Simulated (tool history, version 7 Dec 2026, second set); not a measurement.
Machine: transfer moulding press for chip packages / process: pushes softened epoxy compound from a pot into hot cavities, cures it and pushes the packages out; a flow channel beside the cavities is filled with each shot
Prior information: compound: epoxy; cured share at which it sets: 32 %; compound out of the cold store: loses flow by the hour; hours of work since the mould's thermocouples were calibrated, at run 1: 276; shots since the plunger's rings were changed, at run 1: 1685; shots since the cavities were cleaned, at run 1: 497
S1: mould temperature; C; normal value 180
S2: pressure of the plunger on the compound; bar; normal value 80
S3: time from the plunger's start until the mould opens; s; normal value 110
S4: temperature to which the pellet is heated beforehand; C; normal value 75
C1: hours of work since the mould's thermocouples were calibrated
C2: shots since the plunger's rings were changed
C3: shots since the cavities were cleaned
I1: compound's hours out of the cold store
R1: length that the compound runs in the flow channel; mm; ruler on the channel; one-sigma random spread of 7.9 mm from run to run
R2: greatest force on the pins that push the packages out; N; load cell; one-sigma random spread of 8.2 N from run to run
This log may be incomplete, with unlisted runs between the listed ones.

run	hour	S1	S2	S3	S4	C1	C2	C3	I1	R1	R2
1	0	180	80	110	75	276	1685	497	14.8	930	644
2	43.8	180	80	110	75	309	2217	1029	29.6	873	729
# hour 59.5: cavities cleaned with cleaning compound and waxed
3	98.1	180	80	110	68	350	2858	468	37.1	838	608
# hour 111.4: mould's thermocouples calibrated
4	146.3	180	80	110	68	27	3419	1029	31.6	852	729
# hour 163.5: cavities cleaned with cleaning compound and waxed
5	200	180	94.1	110	75	67	4053	443	24.6	921	613
6	236	180	94.1	110	75	95	4490	880	30.5	907	698
# hour 263.3: cavities cleaned with cleaning compound and waxed
7	289.1	180	80	110	77	134	5117	313	30.1	823	538
8	336.1	180	80	110	77	170	5688	884	27.3	807	709
# hour 366.1: cavities cleaned with cleaning compound and waxed
9	377.2	180	80	110	77	201	6169	135	21.6	812	490
# hour 401.3: plunger's sealing rings changed
10	414.8	180	80	110	77	228	164	561	14.6	959	649
11	459.6	180	80	96	75	262	708	1105	15.4	956	986
# hour 470.1: cavities cleaned with cleaning compound and waxed
12	532.9	180	80	144	75	317	1580	763	8.8	941	565
# hour 569.7: cavities cleaned with cleaning compound and waxed
13	581.1	180	80	144	75	353	2147	138	18	939	397
# hour 588.5: mould's thermocouples calibrated
14	629.8	180	80	144	75	32	2714	705	42.9	821	552
# hour 671.5: cavities cleaned with cleaning compound and waxed
15	713.2	185	66.2	119	75	95	3709	506	8.6	829	531
16	746.5	180	93.4	110	70	120	4113	910	27.9	908	740
# hour 774.8: cavities cleaned with cleaning compound and waxed
17	820.1	180	98.4	110	70	176	4989	550	38.6	860	637
# hour 876.4: cavities cleaned with cleaning compound and waxed
18	897.5	186	65	131	76	234	5911	256	12.6	755	429
# hour 941.4: plunger's sealing rings changed
19	949	178	80	110	71	271	92	851	33.8	878	758
# hour 981.7: cavities cleaned with cleaning compound and waxed
20	1027.4	183	92.6	128	66	331	1026	555	8.7	1035	554
# hour 1064.6: mould's thermocouples calibrated
# hour 1086.6: cavities cleaned with cleaning compound and waxed
21	1097.5	180	76.8	134	75	24	1835	132	17.1	907	387
22	1165.5	180	80	126	75	76	2660	957	26.8	871	599
# hour 1186.9: cavities cleaned with cleaning compound and waxed
23	1210.7	186	80	110	74	110	3192	290	13.8	890	452
24	1277.2	181	74.1	113	75	161	3999	1097	10.5	873	697
# hour 1289.6: cavities cleaned with cleaning compound and waxed
25	1339.9	174	74.4	116	67	208	4742	611	43.3	761	812
26	1384.4	180	95.6	115	77	242	5283	1152	39.7	854	679
# hour 1389.7: cavities cleaned with cleaning compound and waxed
27	1419.8	173	90.2	106	76	268	5694	365	20.5	892	947

3 ways to go on from here, each from the tool as it stands after run 27. What would each give?
A	1476.5	173	80	101	72	312	6382	1053	14.8	?	?
B	1476.5	180	72.7	113	75	312	6382	1053	9.6	?	?
C	1476.5	186	94.4	106	66	312	6382	1053	43.4	?	?

run	R1	R2
A	848	1346
B	825	690
C	798	646
Had the tool no hidden state, the same runs would have come out as:
run	R1	R2
A	984	684
B	957	344
C	925	322

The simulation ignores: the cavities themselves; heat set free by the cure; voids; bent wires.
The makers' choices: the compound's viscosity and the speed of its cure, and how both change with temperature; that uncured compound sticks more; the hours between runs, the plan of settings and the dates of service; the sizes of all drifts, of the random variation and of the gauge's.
